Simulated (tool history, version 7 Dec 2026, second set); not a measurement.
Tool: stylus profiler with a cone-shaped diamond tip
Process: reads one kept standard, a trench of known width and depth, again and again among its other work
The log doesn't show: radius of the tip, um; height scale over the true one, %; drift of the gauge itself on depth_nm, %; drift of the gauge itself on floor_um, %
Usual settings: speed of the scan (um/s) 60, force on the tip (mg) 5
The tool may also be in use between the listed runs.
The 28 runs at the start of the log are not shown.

| run | hour | speed of the scan (um/s) | force on the tip (mg) | scans with this tip | hours of work since the height scale was calibrated | depth of the trench (Å) | width of the trench's floor (µm) |
|---|---|---|---|---|---|---|---|
| 29 | 802.2 | 23 | 6.58 | 5740 | 1132 | 1018.4 | 47.9 |
| 30 | 841.2 | 127 | 5 | 5879 | 1159 | 1015.5 | 47.72 |
| 31 | 878.4 | 22 | 2.91 | 6010 | 1185 | 1011.1 | 47.93 |
| 32 | 906.2 | 22 | 2.91 | 6109 | 1204 | 1011 | 47.93 |
| 33 | 945.2 | 37 | 3.02 | 6247 | 1232 | 1011 | 47.87 |
|  | 978.3 | height scale calibrated on a step standard |
| 34 | 983 | 17 | 4.83 | 6379 | 3 | 1014.8 | 47.97 |
| 35 | 1021.8 | 159 | 4.83 | 6516 | 30 | 1014.6 | 47.66 |
| 36 | 1043.8 | 159 | 4.83 | 6594 | 46 | 1014.7 | 47.62 |
| 37 | 1084 | 20 | 5.72 | 6736 | 74 | 1017.1 | 47.98 |
| 38 | 1121.9 | 52 | 5.72 | 6870 | 100 | 1016.9 | 47.85 |
| 39 | 1163.6 | 105 | 4.51 | 7018 | 129 | 1014.7 | 47.72 |

Predict each of these 4 candidate next runs independently; none follows another, all start after run 39:
| A | 1204.3 | 110 | 3.78 | 7162 | 158 | ? | ? |
| B | 1204.3 | 49 | 5 | 7162 | 158 | ? | ? |
| C | 1204.3 | 189 | 3.16 | 7162 | 158 | ? | ? |
| D | 1204.3 | 34 | 6.19 | 7162 | 158 | ? | ? |

| run | depth of the trench (Å) | width of the trench's floor (µm) |
|---|---|---|
| A | 1012.8 | 47.74 |
| B | 1015.2 | 47.89 |
| C | 1011.3 | 47.55 |
| D | 1017.8 | 47.94 |
With the hidden condition removed and each run's random variation left untouched, the same runs would have given:
| run | depth of the trench (Å) | width of the trench's floor (µm) |
|---|---|---|
| A | 1012.8 | 47.75 |
| B | 1015.2 | 47.91 |
| C | 1011.3 | 47.57 |
| D | 1017.8 | 47.96 |
